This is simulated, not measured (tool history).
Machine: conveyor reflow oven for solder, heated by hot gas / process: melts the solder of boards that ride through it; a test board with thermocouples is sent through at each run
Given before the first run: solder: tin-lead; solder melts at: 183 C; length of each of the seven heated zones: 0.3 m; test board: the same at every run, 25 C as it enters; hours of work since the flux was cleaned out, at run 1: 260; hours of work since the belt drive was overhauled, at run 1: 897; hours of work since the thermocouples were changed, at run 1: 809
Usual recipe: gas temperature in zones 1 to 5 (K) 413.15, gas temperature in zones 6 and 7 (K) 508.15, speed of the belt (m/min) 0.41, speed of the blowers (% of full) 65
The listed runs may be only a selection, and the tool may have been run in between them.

| run | hour | gas temperature in zones 1 to 5 (K) | gas temperature in zones 6 and 7 (K) | speed of the belt (m/min) | speed of the blowers (% of full) | hours of work since the flux was cleaned out | hours of work since the belt drive was overhauled | hours of work since the thermocouples were changed | highest temperature of the board (K) | time above the solder's melting point (s) |
|---|---|---|---|---|---|---|---|---|---|---|
| 1 | 0 | 413.15 | 508.15 | 0.41 | 65 | 260 | 897 | 809 | 483.15 | 57.9 |
| 2 | 49.7 | 413.15 | 508.15 | 0.41 | 65 | 282 | 920 | 831 | 482.65 | 57.9 |
| 3 | 84.4 | 413.15 | 508.15 | 0.41 | 65 | 297 | 935 | 846 | 482.75 | 57.7 |
| 4 | 123 | 413.15 | 508.15 | 0.41 | 65 | 315 | 952 | 863 | 482.55 | 57.9 |
| 5 | 165.5 | 413.15 | 508.15 | 0.41 | 65 | 333 | 971 | 882 | 482.45 | 57.5 |
| 6 | 212.6 | 413.15 | 508.15 | 0.41 | 65 | 354 | 992 | 903 | 482.25 | 57.1 |
| 7 | 251.7 | 413.15 | 508.15 | 0.41 | 65 | 372 | 1009 | 920 | 481.85 | 56.7 |
|  | 275.1 | flux residue cleaned out of gas plates and filters |
| 8 | 299.1 | 413.15 | 508.15 | 0.41 | 62 | 11 | 1028 | 939 | 484.05 | 60.4 |
| 9 | 340.2 | 413.15 | 508.15 | 0.41 | 62 | 29 | 1046 | 958 | 484.45 | 60.6 |
| 10 | 373.1 | 413.15 | 508.15 | 0.41 | 62 | 43 | 1061 | 972 | 484.25 | 59.9 |
|  | 381.2 | belt drive overhauled, speed set with a stopwatch |
| 11 | 419.7 | 413.15 | 508.15 | 0.41 | 62 | 62 | 17 | 991 | 484.35 | 60.8 |
| 12 | 461.2 | 413.15 | 508.15 | 0.41 | 62 | 81 | 35 | 1009 | 484.15 | 60.8 |
| 13 | 488.9 | 413.15 | 508.15 | 0.41 | 65 | 93 | 48 | 1022 | 485.15 | 61.7 |
|  | 509.3 | belt drive overhauled, speed set with a stopwatch, once more |
| 14 | 515 | 413.15 | 508.15 | 0.41 | 65 | 103 | 3 | 1031 | 483.55 | 57.5 |
| 15 | 564.2 | 413.15 | 508.15 | 0.41 | 65 | 125 | 24 | 1053 | 482.95 | 57.2 |
| 16 | 590.1 | 413.15 | 501.15 | 0.41 | 65 | 136 | 36 | 1065 | 477.65 | 50.4 |
| 17 | 623.8 | 413.15 | 512.15 | 0.41 | 56 | 151 | 51 | 1080 | 482.65 | 56 |
| 18 | 649.8 | 409.15 | 520.15 | 0.41 | 65 | 163 | 62 | 1091 | 491.25 | 63.9 |
| 19 | 696.4 | 411.15 | 520.15 | 0.41 | 65 | 183 | 83 | 1112 | 491.75 | 65.8 |
| 20 | 726.6 | 405.15 | 505.15 | 0.481 | 65 | 197 | 96 | 1125 | 471.55 | 31 |
| 21 | 766.4 | 405.15 | 505.15 | 0.481 | 65 | 214 | 114 | 1143 | 471.45 | 30.6 |
| 22 | 787 | 405.15 | 505.15 | 0.481 | 65 | 223 | 123 | 1152 | 471.45 | 30.5 |
| 23 | 830.4 | 411.15 | 508.15 | 0.393 | 69 | 243 | 142 | 1171 | 485.05 | 61.1 |
| 24 | 854.2 | 411.15 | 508.15 | 0.393 | 69 | 253 | 153 | 1182 | 484.55 | 60.8 |
| 25 | 896.5 | 408.15 | 508.15 | 0.393 | 69 | 272 | 172 | 1201 | 483.95 | 59 |
| 26 | 920.7 | 405.15 | 514.15 | 0.394 | 56 | 283 | 182 | 1211 | 482.45 | 54.9 |
| 27 | 940.9 | 417.15 | 508.15 | 0.41 | 74 | 292 | 191 | 1220 | 485.35 | 62.2 |
| 28 | 979 | 401.15 | 508.15 | 0.41 | 65 | 308 | 208 | 1237 | 478.25 | 46.9 |
| 29 | 1005.2 | 401.15 | 508.15 | 0.41 | 65 | 320 | 220 | 1249 | 478.65 | 47 |
| 30 | 1042.4 | 401.15 | 508.15 | 0.357 | 65 | 337 | 236 | 1265 | 483.95 | 62.7 |

Results per run with the tool's hidden condition removed, run-to-run variation unchanged:
What the log doesn't record here: heat that the gas passes to the board, % of a clean oven's; belt's true speed, % of the reading; true gas temperature in zones 6 and 7 over the reading, C; drift of the gauge itself on peak_c, C; drift of the gauge itself on liquid_s, %.
| run | highest temperature of the board (K) | time above the solder's melting point (s) |
|---|---|---|
| 1 | 485.85 | 60.1 |
| 2 | 485.65 | 60.3 |
| 3 | 485.85 | 60.2 |
| 4 | 485.75 | 60.7 |
| 5 | 485.85 | 60.5 |
| 6 | 485.85 | 60.3 |
| 7 | 485.65 | 60.1 |
| 8 | 484.25 | 58.8 |
| 9 | 484.85 | 59.2 |
| 10 | 484.85 | 58.6 |
| 11 | 484.75 | 58.8 |
| 12 | 484.75 | 59 |
| 13 | 485.95 | 60 |
| 14 | 485.75 | 60.2 |
| 15 | 485.35 | 60.1 |
| 16 | 480.15 | 54 |
| 17 | 485.25 | 59.3 |
| 18 | 494.25 | 66.7 |
| 19 | 494.95 | 68.7 |
| 20 | 474.85 | 35.9 |
| 21 | 474.95 | 35.7 |
| 22 | 475.05 | 35.8 |
| 23 | 488.55 | 65.1 |
| 24 | 488.25 | 65.1 |
| 25 | 487.85 | 63.6 |
| 26 | 486.35 | 59.7 |
| 27 | 489.35 | 66.4 |
| 28 | 482.55 | 52.7 |
| 29 | 483.05 | 52.9 |
| 30 | 488.35 | 68.3 |
